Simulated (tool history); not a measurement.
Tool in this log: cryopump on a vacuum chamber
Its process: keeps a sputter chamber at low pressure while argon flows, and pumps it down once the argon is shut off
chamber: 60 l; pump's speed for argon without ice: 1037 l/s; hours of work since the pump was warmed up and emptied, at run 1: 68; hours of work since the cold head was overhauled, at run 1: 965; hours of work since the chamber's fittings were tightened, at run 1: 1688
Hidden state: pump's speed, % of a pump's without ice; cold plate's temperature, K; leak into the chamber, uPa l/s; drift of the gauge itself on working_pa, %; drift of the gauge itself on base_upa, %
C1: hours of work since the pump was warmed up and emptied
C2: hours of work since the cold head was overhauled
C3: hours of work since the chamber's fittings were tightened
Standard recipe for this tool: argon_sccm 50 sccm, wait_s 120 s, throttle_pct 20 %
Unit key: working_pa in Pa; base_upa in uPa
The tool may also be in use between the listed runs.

Run 1, hour 0.0: usual settings; C1 68; C2 965; C3 1688. Result: working_pa 0.4123 Pa, base_upa 1.36 uPa.
Run 2, hour 26.7: usual settings but argon_sccm 80 sccm; C1 85; C2 981; C3 1704. Result: working_pa 0.6559 Pa, base_upa 1.42 uPa.
Run 3, hour 65.9: usual settings but argon_sccm 80 sccm; C1 108; C2 1005; C3 1728. Result: working_pa 0.6623 Pa, base_upa 1.39 uPa.
Run 4, hour 105.4: usual settings but argon_sccm 80 sccm; C1 132; C2 1029; C3 1752. Result: working_pa 0.6582 Pa, base_upa 1.43 uPa.
Run 5, hour 128.4: usual settings but argon_sccm 80 sccm; C1 146; C2 1043; C3 1766. Result: working_pa 0.6589 Pa, base_upa 1.36 uPa.
Run 6, hour 167.0: usual settings but argon_sccm 80 sccm; C1 170; C2 1066; C3 1789. Result: working_pa 0.6560 Pa, base_upa 1.38 uPa.
Run 7, hour 195.6: usual settings but argon_sccm 80 sccm; C1 187; C2 1084; C3 1807. Result: working_pa 0.6625 Pa, base_upa 1.39 uPa.
Run 8, hour 213.6: usual settings but argon_sccm 80 sccm, throttle_pct 43 %; C1 198; C2 1095; C3 1818. Result: working_pa 0.3126 Pa, base_upa 1.42 uPa.
Run 9, hour 230.9: usual settings but argon_sccm 80 sccm, throttle_pct 43 %; C1 209; C2 1105; C3 1828. Result: working_pa 0.3135 Pa, base_upa 1.47 uPa.
Run 10, hour 269.0: usual settings but throttle_pct 28 %; C1 232; C2 1128; C3 1851. Result: working_pa 0.2984 Pa, base_upa 1.44 uPa.
Run 11, hour 293.9: usual settings but argon_sccm 23 sccm, wait_s 203 s, throttle_pct 24 %; C1 247; C2 1143; C3 1866. Result: working_pa 0.1593 Pa, base_upa 1.19 uPa.
Run 12, hour 324.2: usual settings but wait_s 157 s, throttle_pct 39 %; C1 265; C2 1162; C3 1885. Result: working_pa 0.2172 Pa, base_upa 1.32 uPa.
Run 13, hour 353.8: usual settings but argon_sccm 56 sccm, wait_s 39 s, throttle_pct 19 %; C1 283; C2 1180; C3 1903. Result: working_pa 0.4864 Pa, base_upa 2.77 uPa.
Run 14, hour 381.9: usual settings but argon_sccm 56 sccm, wait_s 39 s, throttle_pct 19 %; C1 300; C2 1197; C3 1920. Result: working_pa 0.4895 Pa, base_upa 2.73 uPa.
Run 15, hour 404.9: usual settings but argon_sccm 56 sccm, wait_s 39 s, throttle_pct 38 %; C1 314; C2 1211; C3 1934. Result: working_pa 0.2504 Pa, base_upa 2.75 uPa.
Run 16, hour 443.2: usual settings but argon_sccm 56 sccm, wait_s 39 s, throttle_pct 38 %; C1 338; C2 1234; C3 1957. Result: working_pa 0.2504 Pa, base_upa 2.78 uPa.

Hidden state or all else? Some run-to-run changes of working_pa, split into what the settings, what came in and random variation would give without the hidden state, and what is left for the hidden state (with any gauge scatter that isn't in both results):
Run 7 -> 8: throttle_pct 20 -> 43. working_pa -0.3499 Pa: hidden state +0.0004, all else -0.3503.
Run 11 -> 12: argon_sccm 23 -> 50, wait_s 203 -> 157, throttle_pct 24 -> 39. working_pa +0.0579 Pa: hidden state +0.0045, all else +0.0534.
